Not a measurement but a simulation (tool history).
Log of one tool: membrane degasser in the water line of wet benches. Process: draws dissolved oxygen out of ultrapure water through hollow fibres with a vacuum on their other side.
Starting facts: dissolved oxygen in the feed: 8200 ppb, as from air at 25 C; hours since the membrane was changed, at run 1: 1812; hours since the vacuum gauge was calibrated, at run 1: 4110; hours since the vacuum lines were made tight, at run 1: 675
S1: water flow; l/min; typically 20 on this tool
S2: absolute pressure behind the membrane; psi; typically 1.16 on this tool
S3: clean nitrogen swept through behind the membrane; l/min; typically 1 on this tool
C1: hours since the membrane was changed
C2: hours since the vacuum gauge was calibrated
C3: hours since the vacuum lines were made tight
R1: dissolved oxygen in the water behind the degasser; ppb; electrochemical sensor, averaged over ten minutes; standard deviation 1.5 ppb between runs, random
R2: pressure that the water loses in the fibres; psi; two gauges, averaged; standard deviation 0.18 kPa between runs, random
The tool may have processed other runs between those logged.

run     day  S1     S2    S3    C1    C2    C3     R1     R2
  1       0  20   1.16     1  1812  4110   675  218.3  4.957
  2   2.162  20   1.16     1  1864  4162   726  222.2   4.96
  3   4.821  20   1.16     1  1928  4226   790  218.6  4.899
  4   7.775  20   1.16     1  1998  4296   861  220.5   4.93
  5   9.612  20   1.16     1  2043  4341   905  219.8  4.968
  6  11.958  20   1.16     1  2099  4397   962  220.2   4.95
  7  13.812  20   1.16     1  2143  4441  1006  219.4  4.907
  8  16.475  20   1.16     1  2207  4505  1070  222.4  4.979
  9  18.725  20   1.16     1  2261  4559  1124    219  4.894
 10    21.5  20   1.16     1  2328  4626  1191  223.6  4.915
 11  23.275  20   1.16     1  2370  4668  1233  221.8   4.96
 12  25.917  20   1.16     1  2434  4732  1297  218.5  4.998
 13  27.688  20   1.16     1  2476  4774  1339  223.6   4.92
     27.888  -- vacuum gauge calibrated
 14  29.275  20   1.16  0.48  2514    33  1377  402.4  4.983
 15  31.129  20   1.16  0.48  2558    78  1421  402.4  4.959
 16  32.704  20   1.16  0.48  2596   116  1459  404.4  4.921
 17  35.454  20   1.16  0.48  2662   182  1525  405.1  4.995
 18  37.108  14  1.044  2.21  2702   221  1565   67.2  3.487
 19   39.25  20  1.186     1  2753   273  1616  234.3  4.878
 20  41.712  20  1.186     1  2812   332  1675  233.3  4.972
 21  43.979  20  1.186     1  2867   386  1730  233.5  4.943
     44.875  -- vacuum gauge calibrated, once more
 22  45.983  20  1.646  0.55  2914    27  1777  565.5  5.004
 23  48.938  20  1.646  1.44  2985    98  1848  257.5  4.954
 24  51.462  20  0.877     1  3046   158  1909  127.1  5.008
 25  54.042  20   0.86     1  3108   220  1971  122.2  4.947
 26  55.404  20   1.49     1  3141   253  2003  308.4  4.928
 27  57.321  17  0.943  0.55  3187   299  2049  208.8  4.242
 28  59.142  27   1.16  1.37  3230   342  2093  211.4  6.717
 29  62.358  27   1.16     1  3307   420  2170  272.8  6.659
 30  64.671  27  1.285     1  3363   475  2226  317.4  6.673
 31  67.562  17  1.379  2.01  3432   545  2295  128.2  4.239

Hidden state or all else? Some run-to-run changes of R1, split into what the settings, what came in and random variation would give without the hidden state, and what is left for the hidden state (with any gauge scatter that isn't in both results):
Unlogged tool condition in this case: membrane still open, %; true pressure behind the membrane over the reading, kPa; air that leaks in behind the membrane, l/min; drift of the gauge itself on oxygen_ppb, %; drift of the gauge itself on loss_of_pressure_kpa, %.
Run 13 -> 14: S3 1 -> 0.48, vacuum gauge calibrated. R1 +178.8 ppb: hidden state +10.6, all else +168.2.
Run 17 -> 18: S1 20 -> 14, S2 1.16 -> 1.044, S3 0.48 -> 2.21. R1 -337.9 ppb: hidden state -16.4, all else -321.5.
Run 21 -> 22: S2 1.186 -> 1.646, S3 1 -> 0.55, vacuum gauge calibrated, once more. R1 +332 ppb: hidden state -14.1, all else +346.1.
Run 22 -> 23: S3 0.55 -> 1.44. R1 -308 ppb: hidden state +1.5, all else -309.5.

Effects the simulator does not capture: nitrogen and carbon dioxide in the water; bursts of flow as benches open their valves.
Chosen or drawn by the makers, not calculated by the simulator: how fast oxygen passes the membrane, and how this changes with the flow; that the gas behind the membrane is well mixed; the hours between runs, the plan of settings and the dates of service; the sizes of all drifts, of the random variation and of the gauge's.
